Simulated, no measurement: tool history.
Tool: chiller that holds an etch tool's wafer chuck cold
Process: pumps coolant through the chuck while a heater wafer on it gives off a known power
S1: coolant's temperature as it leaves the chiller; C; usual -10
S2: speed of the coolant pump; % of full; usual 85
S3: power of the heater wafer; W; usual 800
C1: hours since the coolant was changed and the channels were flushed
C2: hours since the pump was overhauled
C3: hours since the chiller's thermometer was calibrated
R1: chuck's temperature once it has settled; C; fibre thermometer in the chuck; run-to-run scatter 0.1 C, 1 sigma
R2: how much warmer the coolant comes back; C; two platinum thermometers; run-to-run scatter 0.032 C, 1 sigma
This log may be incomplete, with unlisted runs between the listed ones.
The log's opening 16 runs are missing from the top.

{"run": 17, "hour": 1099.9, "S1": -10, "S2": 77, "S3": 463, "C1": 2135, "C2": 2862, "C3": 1204, "R1": -5.6, "R2": 2.28}
{"run": 18, "hour": 1150.6, "S1": -10, "S2": 68, "S3": 654, "C1": 2185, "C2": 2912, "C3": 1255, "R1": -3.1, "R2": 3.84}
{"run": 19, "hour": 1205.9, "S1": -10, "S2": 85, "S3": 1020, "C1": 2241, "C2": 2968, "C3": 1310, "R1": -0.9, "R2": 4.66}
{"run": 20, "hour": 1289.3, "S1": -7, "S2": 66, "S3": 460, "C1": 2324, "C2": 3051, "C3": 1393, "R1": -2, "R2": 2.73}
{"run": 21, "hour": 1394.0, "S1": -6, "S2": 94, "S3": 983, "C1": 2429, "C2": 3156, "C3": 1498, "R1": 2.2, "R2": 3.96}
{"run": 22, "hour": 1442.5, "S1": -10, "S2": 80, "S3": 421, "C1": 2477, "C2": 3204, "C3": 1546, "R1": -5.9, "R2": 1.99}
{"run": 23, "hour": 1499.7, "S1": -10, "S2": 80, "S3": 421, "C1": 2534, "C2": 3262, "C3": 1604, "R1": -5.7, "R2": 2.07}
{"run": 24, "hour": 1550.6, "S1": -10, "S2": 80, "S3": 421, "C1": 2585, "C2": 3312, "C3": 1655, "R1": -5.8, "R2": 2.07}
{"run": 25, "hour": 1653.8, "S1": -11, "S2": 94, "S3": 675, "C1": 2688, "C2": 3416, "C3": 1758, "R1": -5.4, "R2": 2.72}
{"run": 26, "hour": 1734.7, "S1": -10, "S2": 74, "S3": 404, "C1": 2769, "C2": 3497, "C3": 1839, "R1": -5.5, "R2": 2.13}
{"run": 27, "hour": 1825.6, "S1": -18, "S2": 61, "S3": 800, "C1": 2860, "C2": 3587, "C3": 1930, "R1": -8.5, "R2": 5.25}
{"run": 28, "hour": 1898.8, "S1": -14, "S2": 76, "S3": 411, "C1": 2933, "C2": 3661, "C3": 2003, "R1": -9.8, "R2": 2.12}
{"run": 29, "hour": 1993.1, "S1": -10, "S2": 62, "S3": 528, "C1": 3028, "C2": 3755, "C3": 2097, "R1": -3.5, "R2": 3.41}
{"run": 30, "hour": 2059.1, "S1": -6, "S2": 97, "S3": 651, "C1": 3094, "C2": 3821, "C3": 2163, "R1": -0.4, "R2": 2.57}
{"run": 31, "hour": 2106.6, "S1": -10, "S2": 85, "S3": 426, "C1": 3141, "C2": 3868, "C3": 2211, "R1": -5.8, "R2": 1.96}
{"run": 32, "hour": 2195.6, "S1": -10, "S2": 98, "S3": 829, "C1": 3230, "C2": 3957, "C3": 2300, "R1": -2.9, "R2": 3.27}

Forecast each of these 3 alternatives for the next run:
{"run": "A", "hour": 2244.2, "S1": -16, "S2": 85, "S3": 800, "C1": 3279, "C2": 4006, "C3": 2348, "R1": "?", "R2": "?"}
{"run": "B", "hour": 2244.2, "S1": -10, "S2": 64, "S3": 829, "C1": 3279, "C2": 4006, "C3": 2348, "R1": "?", "R2": "?"}
{"run": "C", "hour": 2244.2, "S1": -9, "S2": 74, "S3": 418, "C1": 3279, "C2": 4006, "C3": 2348, "R1": "?", "R2": "?"}

run=A R1=-8.5 R2=3.67
run=B R1=-0.5 R2=5.29
run=C R1=-4.5 R2=2.29
Take away the tool's hidden state, keep each run's random variation, and the runs would have read:
run=A R1=-9.7 R2=3.48
run=B R1=-1.8 R2=5.02
run=C R1=-5.4 R2=2.17
